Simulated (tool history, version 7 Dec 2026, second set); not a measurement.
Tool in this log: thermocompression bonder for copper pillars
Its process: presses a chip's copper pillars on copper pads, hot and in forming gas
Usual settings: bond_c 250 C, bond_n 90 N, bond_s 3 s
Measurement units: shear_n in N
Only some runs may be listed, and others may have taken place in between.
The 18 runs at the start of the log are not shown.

run 19 hour=530.8 | bond_c=248 bond_n=90 bond_s=3 | shear_n=49.7
run 20 hour=559.4 | bond_c=248 bond_n=90 bond_s=3 | shear_n=49.9
run 21 hour=588.2 | bond_c=230 bond_n=54 bond_s=3 | shear_n=25.7
run 22 hour=607.8 | bond_c=230 bond_n=54 bond_s=3 | shear_n=26.4
run 23 hour=635.8 | bond_c=226 bond_n=54 bond_s=3 | shear_n=24.5
run 24 hour=662.6 | bond_c=226 bond_n=54 bond_s=3 | shear_n=24.3
run 25 hour=705.9 | bond_c=250 bond_n=57 bond_s=6 | shear_n=50.5
-- hour=715.7 forming gas filter changed
run 26 hour=737.7 | bond_c=274 bond_n=90 bond_s=4 | shear_n=78.3
run 27 hour=775.6 | bond_c=274 bond_n=90 bond_s=4 | shear_n=77.8
run 28 hour=815.1 | bond_c=274 bond_n=90 bond_s=4 | shear_n=77.8
run 29 hour=845.1 | bond_c=275 bond_n=114 bond_s=3 | shear_n=81.0
run 30 hour=874.6 | bond_c=275 bond_n=94 bond_s=3 | shear_n=73.0
run 31 hour=903.5 | bond_c=275 bond_n=94 bond_s=3 | shear_n=72.3
run 32 hour=940.5 | bond_c=275 bond_n=94 bond_s=3 | shear_n=71.9
run 33 hour=973.7 | bond_c=249 bond_n=63 bond_s=5 | shear_n=48.7
run 34 hour=996.4 | bond_c=223 bond_n=90 bond_s=2 | shear_n=27.5
run 35 hour=1016.8 | bond_c=226 bond_n=90 bond_s=5 | shear_n=42.3
run 36 hour=1055.2 | bond_c=270 bond_n=73 bond_s=3 | shear_n=58.9
run 37 hour=1098.3 | bond_c=261 bond_n=73 bond_s=3 | shear_n=51.9

3 ways to go on from here, each from the tool as it stands after run 37. What would each give?
run A hour=1136.2 | bond_c=220 bond_n=63 bond_s=3 | shear_n=?
run B hour=1136.2 | bond_c=261 bond_n=81 bond_s=2 | shear_n=?
run C hour=1136.2 | bond_c=236 bond_n=59 bond_s=9 | shear_n=?

run=A shear_n=23.8
run=B shear_n=46.3
run=C shear_n=48.3
Without the tool's unlogged condition, the same runs would have read:
run=A shear_n=26.6
run=B shear_n=50.3
run=C shear_n=52.9
